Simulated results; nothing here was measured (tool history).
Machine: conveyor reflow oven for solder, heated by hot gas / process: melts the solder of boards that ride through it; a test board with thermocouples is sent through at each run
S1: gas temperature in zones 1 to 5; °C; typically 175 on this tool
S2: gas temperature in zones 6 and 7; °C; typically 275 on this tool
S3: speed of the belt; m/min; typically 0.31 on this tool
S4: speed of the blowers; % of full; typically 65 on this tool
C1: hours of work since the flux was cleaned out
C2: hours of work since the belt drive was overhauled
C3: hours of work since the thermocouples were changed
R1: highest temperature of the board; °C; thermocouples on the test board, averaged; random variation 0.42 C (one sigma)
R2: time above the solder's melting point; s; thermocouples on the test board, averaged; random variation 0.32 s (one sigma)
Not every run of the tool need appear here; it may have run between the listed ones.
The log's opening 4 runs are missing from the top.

| run | hour | S1 | S2 | S3 | S4 | C1 | C2 | C3 | R1 | R2 |
|---|---|---|---|---|---|---|---|---|---|---|
| 5 | 51.6 | 175 | 275 | 0.31 | 65 | 218 | 520 | 57 | 263.7 | 101.1 |
| 6 | 66.9 | 175 | 275 | 0.31 | 65 | 229 | 532 | 69 | 264.2 | 100.7 |
| 7 | 80.7 | 175 | 275 | 0.31 | 65 | 240 | 543 | 80 | 263.1 | 100.6 |
|  | 98.2 | flux residue cleaned out of gas plates and filters |
| 8 | 98.4 | 182 | 275 | 0.31 | 65 | 0 | 552 | 89 | 265.4 | 106 |
| 9 | 108.3 | 175 | 275 | 0.31 | 50 | 8 | 560 | 97 | 261.5 | 99.5 |
| 10 | 116.1 | 175 | 275 | 0.31 | 50 | 14 | 566 | 103 | 262.6 | 99.8 |
| 11 | 126.5 | 175 | 275 | 0.31 | 50 | 22 | 574 | 111 | 261.4 | 99.3 |
| 12 | 137.5 | 175 | 275 | 0.31 | 50 | 30 | 582 | 119 | 261.7 | 99.2 |
| 13 | 149.5 | 175 | 275 | 0.31 | 50 | 39 | 591 | 128 | 261.8 | 99.5 |
| 14 | 157.8 | 175 | 275 | 0.31 | 65 | 45 | 598 | 135 | 263.7 | 101.9 |
| 15 | 173 | 175 | 275 | 0.31 | 65 | 57 | 609 | 146 | 264 | 101.5 |
| 16 | 189.2 | 175 | 275 | 0.31 | 65 | 69 | 621 | 158 | 264.4 | 101.8 |
| 17 | 197.3 | 175 | 281 | 0.274 | 65 | 75 | 628 | 165 | 272.9 | 122.7 |
| 18 | 213.9 | 175 | 274 | 0.274 | 65 | 88 | 640 | 177 | 266.1 | 118.2 |
| 19 | 222 | 181 | 275 | 0.31 | 67 | 94 | 646 | 183 | 265.2 | 105.1 |
| 20 | 235.9 | 181 | 270 | 0.288 | 55 | 105 | 657 | 194 | 260.1 | 110 |
| 21 | 246.5 | 164 | 289 | 0.336 | 72 | 113 | 665 | 202 | 274 | 95.8 |

Run 22, settings as shown, results not yet in. Your forecast:
| 22 | 253.9 | 178 | 286 | 0.295 | 66 | 118 | 671 | 208 | ? | ? |

{"run 22": {"R1": 276.1, "R2": 117.3}}
The same run, on a tool lacking any hidden state, would have yielded R1 276.7 °C, R2 115.3 s.
